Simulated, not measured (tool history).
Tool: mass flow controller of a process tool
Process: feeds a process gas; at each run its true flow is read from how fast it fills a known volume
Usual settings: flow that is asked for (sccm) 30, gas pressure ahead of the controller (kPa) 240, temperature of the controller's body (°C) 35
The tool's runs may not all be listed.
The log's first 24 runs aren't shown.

run,hour,flow that is asked for (sccm),gas pressure ahead of the controller (kPa),temperature of the controller's body (°C),hours of work since the controller was set to zero,hours of work since the controller was changed,true flow (%)
25,7584.9,24,147,29,665,5921,101.05
# hour 7729.0: controller exchanged for a calibrated one
26,8058.6,24,147,33,138,138,96.75
27,8287.9,24,147,33,233,233,96.82
28,8745.8,30,159,35,424,424,96.87
29,8947.8,11,159,35,509,509,95.94
30,9290.1,64,158,35,652,652,98.16
31,9734.1,47,240,25,837,837,99.09
32,10011.1,47,240,25,953,953,99.15
33,10238.6,47,185,25,1048,1048,99.04
34,10550.8,61,258,25,1178,1178,99.80
35,10957.2,61,258,25,1348,1348,99.74
36,11151.9,22,242,37,1429,1429,96.85
37,11373.3,13,169,37,1521,1521,95.83
38,11705.1,13,152,25,1660,1660,97.09
39,11899.3,30,240,38,1741,1741,97.41
40,12335.3,30,240,38,1923,1923,97.42
41,12621.1,32,240,35,2042,2042,97.89
42,12832.3,44,246,37,2130,2130,98.26
43,13240.5,44,246,37,2301,2301,98.37
44,13697.1,11,240,35,2491,2491,95.84
45,13939.1,11,240,35,2592,2592,95.89
46,14174.0,30,240,35,2690,2690,97.92
47,14447.6,30,240,35,2805,2805,98.12

Forecast each of these 4 alternatives for the next run:
A,14669.2,45,182,32,2897,2897,?
B,14669.2,38,240,24,2897,2897,?
C,14669.2,48,159,23,2897,2897,?
D,14669.2,71,243,30,2897,2897,?

run,true flow (%)
A,99.05
B,99.74
C,100.09
D,100.60
Without the tool's hidden state the same runs would have given:
run,true flow (%)
A,97.51
B,98.32
C,98.51
D,98.81

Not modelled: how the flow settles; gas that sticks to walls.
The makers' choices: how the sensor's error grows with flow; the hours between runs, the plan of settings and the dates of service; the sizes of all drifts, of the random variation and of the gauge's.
